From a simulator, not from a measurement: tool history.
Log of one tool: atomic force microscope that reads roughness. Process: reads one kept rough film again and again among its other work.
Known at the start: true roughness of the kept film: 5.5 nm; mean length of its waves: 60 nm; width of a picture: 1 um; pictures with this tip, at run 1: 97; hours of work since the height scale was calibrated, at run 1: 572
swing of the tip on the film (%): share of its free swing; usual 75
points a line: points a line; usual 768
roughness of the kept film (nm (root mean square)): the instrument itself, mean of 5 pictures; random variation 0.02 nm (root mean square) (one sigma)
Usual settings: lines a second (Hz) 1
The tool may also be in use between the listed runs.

| run | day | lines a second (Hz) | swing of the tip on the film (%) | points a line | pictures with this tip | hours of work since the height scale was calibrated | roughness of the kept film (nm (root mean square)) |
|---|---|---|---|---|---|---|---|
| 1 | 0 | 1 | 75 | 768 | 97 | 572 | 4.729 |
| 2 | 1.504 | 1 | 75 | 768 | 127 | 590 | 4.661 |
| 3 | 3.7 | 1 | 75 | 768 | 171 | 616 | 4.575 |
| 4 | 5.683 | 1 | 75 | 768 | 211 | 639 | 4.501 |
| 5 | 7.621 | 1 | 75 | 768 | 250 | 662 | 4.42 |
| 6 | 8.704 | 0.64 | 75 | 768 | 272 | 675 | 4.484 |
|  | 8.912 | height scale calibrated on a step standard |
|  | 9.746 | new tip fitted |
| 7 | 10.679 | 0.64 | 75 | 768 | 19 | 21 | 4.942 |
| 8 | 11.904 | 1 | 75 | 651 | 43 | 35 | 4.82 |
| 9 | 13.421 | 1 | 75 | 651 | 74 | 53 | 4.723 |

Run 10 comes next. What will it give?
| 10 | 15.283 | 1.09 | 84 | 966 | 111 | 76 | ? |

roughness of the kept film (nm (root mean square)): 4.475
Without the tool's hidden state the same run would have given roughness of the kept film (nm (root mean square)) 4.788.

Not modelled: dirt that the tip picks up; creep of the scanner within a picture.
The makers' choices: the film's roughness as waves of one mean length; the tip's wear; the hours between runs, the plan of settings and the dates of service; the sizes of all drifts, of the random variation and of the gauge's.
